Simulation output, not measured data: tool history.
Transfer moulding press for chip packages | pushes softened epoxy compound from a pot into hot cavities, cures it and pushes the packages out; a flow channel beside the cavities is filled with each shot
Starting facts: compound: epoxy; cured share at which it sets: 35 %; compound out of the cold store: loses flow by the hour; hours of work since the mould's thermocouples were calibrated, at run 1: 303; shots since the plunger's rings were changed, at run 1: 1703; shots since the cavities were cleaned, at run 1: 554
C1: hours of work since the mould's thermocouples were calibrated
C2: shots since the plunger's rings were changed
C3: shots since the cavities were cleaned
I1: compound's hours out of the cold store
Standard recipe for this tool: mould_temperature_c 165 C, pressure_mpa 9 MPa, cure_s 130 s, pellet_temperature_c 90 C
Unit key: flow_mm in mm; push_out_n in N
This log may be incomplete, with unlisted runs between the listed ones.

Run 1, hour 0: usual settings; C1 303; C2 1703; C3 554; I1 36.7. Result: flow_mm 709 mm, push_out_n 432 N.
At hour 34.9: cavities cleaned with cleaning compound and waxed.
Run 2, hour 82.4: usual settings but mould_temperature_c 172 C; C1 338; C2 2228; C3 309; I1 32.6. Result: flow_mm 681 mm, push_out_n 407 N.
Run 3, hour 147: usual settings but mould_temperature_c 172 C; C1 366; C2 2646; C3 727; I1 32.1. Result: flow_mm 684 mm, push_out_n 416 N.
At hour 160.4: cavities cleaned with cleaning compound and waxed.
Run 4, hour 186: usual settings but mould_temperature_c 167 C; C1 382; C2 2890; C3 166; I1 28.9. Result: flow_mm 712 mm, push_out_n 418 N.
Run 5, hour 262.9: usual settings but mould_temperature_c 167 C; C1 415; C2 3388; C3 664; I1 44.2. Result: flow_mm 686 mm, push_out_n 417 N.
At hour 280.9: cavities cleaned with cleaning compound and waxed.
Run 6, hour 328.3: usual settings but mould_temperature_c 167 C; C1 443; C2 3803; C3 308; I1 8.1. Result: flow_mm 750 mm, push_out_n 430 N.
At hour 343.2: plunger's sealing rings changed.
At hour 408.4: cavities cleaned with cleaning compound and waxed.
Run 7, hour 413.8: usual settings but mould_temperature_c 167 C; C1 478; C2 448; C3 35; I1 32.2. Result: flow_mm 710 mm, push_out_n 409 N.
Run 8, hour 457.8: usual settings but cure_s 126 s; C1 497; C2 733; C3 320; I1 8.3. Result: flow_mm 759 mm, push_out_n 457 N.
At hour 529.3: cavities cleaned with cleaning compound and waxed.
Run 9, hour 546.8: usual settings; C1 534; C2 1300; C3 113; I1 34.7. Result: flow_mm 713 mm, push_out_n 422 N.
Run 10, hour 590.6: usual settings but mould_temperature_c 169 C; C1 553; C2 1585; C3 398; I1 22.3. Result: flow_mm 714 mm, push_out_n 414 N.
At hour 649.1: cavities cleaned with cleaning compound and waxed.
Run 11, hour 679.7: usual settings; C1 591; C2 2153; C3 199; I1 20.2. Result: flow_mm 735 mm, push_out_n 453 N.
At hour 712.9: mould's thermocouples calibrated.
Run 12, hour 729.5: usual settings; C1 7; C2 2463; C3 509; I1 35.9. Result: flow_mm 706 mm, push_out_n 445 N.
At hour 776.7: cavities cleaned with cleaning compound and waxed.
Run 13, hour 809.9: usual settings; C1 41; C2 2974; C3 215; I1 23.8. Result: flow_mm 726 mm, push_out_n 436 N.
Run 14, hour 864.9: usual settings but cure_s 140 s; C1 65; C2 3331; C3 572; I1 43.9. Result: flow_mm 692 mm, push_out_n 422 N.
At hour 898.6: cavities cleaned with cleaning compound and waxed.
Run 15, hour 925.8: usual settings but cure_s 140 s; C1 90; C2 3716; C3 176; I1 35.1. Result: flow_mm 710 mm, push_out_n 415 N.
At hour 949: plunger's sealing rings changed.
Run 16, hour 973.4: usual settings but cure_s 140 s; C1 110; C2 159; C3 469; I1 21.8. Result: flow_mm 733 mm, push_out_n 426 N.
At hour 1026.2: cavities cleaned with cleaning compound and waxed.
Run 17, hour 1049: usual settings but cure_s 140 s; C1 142; C2 639; C3 148; I1 33.3. Result: flow_mm 713 mm, push_out_n 410 N.
Run 18, hour 1135.2: usual settings but cure_s 140 s; C1 179; C2 1198; C3 707; I1 41.6. Result: flow_mm 702 mm, push_out_n 415 N.
At hour 1149.7: cavities cleaned with cleaning compound and waxed.
Run 19, hour 1201.9: usual settings but cure_s 140 s; C1 207; C2 1621; C3 339; I1 39.5. Result: flow_mm 701 mm, push_out_n 427 N.
Run 20, hour 1238.1: usual settings but pressure_mpa 7.55 MPa; C1 222; C2 1856; C3 574; I1 46.1. Result: flow_mm 631 mm, push_out_n 433 N.
At hour 1275.8: cavities cleaned with cleaning compound and waxed.
Run 21, hour 1297.4: usual settings but mould_temperature_c 162 C, pellet_temperature_c 84 C; C1 247; C2 2231; C3 141; I1 22.1. Result: flow_mm 744 mm, push_out_n 502 N.
Run 22, hour 1356.3: usual settings but mould_temperature_c 164 C, pressure_mpa 9.73 MPa, pellet_temperature_c 91 C; C1 272; C2 2612; C3 522; I1 34.1. Result: flow_mm 741 mm, push_out_n 448 N.
At hour 1398.7: cavities cleaned with cleaning compound and waxed.
Run 23, hour 1435.2: usual settings but mould_temperature_c 169 C, pellet_temperature_c 99 C; C1 306; C2 3114; C3 236; I1 12.4. Result: flow_mm 729 mm, push_out_n 400 N.
Run 24, hour 1472.9: usual settings but mould_temperature_c 169 C, pellet_temperature_c 99 C; C1 322; C2 3359; C3 481; I1 16.7. Result: flow_mm 720 mm, push_out_n 408 N.
At hour 1518.5: cavities cleaned with cleaning compound and waxed.
Run 25, hour 1527.5: usual settings but mould_temperature_c 173 C, pellet_temperature_c 87 C; C1 345; C2 3703; C3 58; I1 36.8. Result: flow_mm 670 mm, push_out_n 391 N.
At hour 1553.5: plunger's sealing rings changed.
Run 26, hour 1598.6: usual settings but mould_temperature_c 173 C, pressure_mpa 8.37 MPa, cure_s 136 s, pellet_temperature_c 82 C; C1 374; C2 293; C3 503; I1 33.3. Result: flow_mm 655 mm, push_out_n 403 N.
At hour 1641.4: cavities cleaned with cleaning compound and waxed.
Run 27, hour 1646: usual settings but mould_temperature_c 170 C, pressure_mpa 7.17 MPa; C1 394; C2 591; C3 30; I1 24.4. Result: flow_mm 634 mm, push_out_n 419 N.

Forecast each of these 3 alternatives for the next run:
Run A, hour 1703.8: usual settings but mould_temperature_c 170 C, pressure_mpa 7.17 MPa, cure_s 164 s; C1 419; C2 966; C3 405; I1 10.5. Result: flow_mm ?, push_out_n ?.
Run B, hour 1703.8: usual settings but mould_temperature_c 160 C, pressure_mpa 7.17 MPa; C1 419; C2 966; C3 405; I1 27.2. Result: flow_mm ?, push_out_n ?.
Run C, hour 1703.8: usual settings but mould_temperature_c 173 C, pressure_mpa 10.48 MPa; C1 419; C2 966; C3 405; I1 47. Result: flow_mm ?, push_out_n ?.

run  flow_mm  push_out_n
  A      650         407
  B      667         562
  C      708         402
With the hidden condition removed and each run's random variation left untouched, the same runs would have given:
run  flow_mm  push_out_n
  A      650         402
  B      667         554
  C      708         398
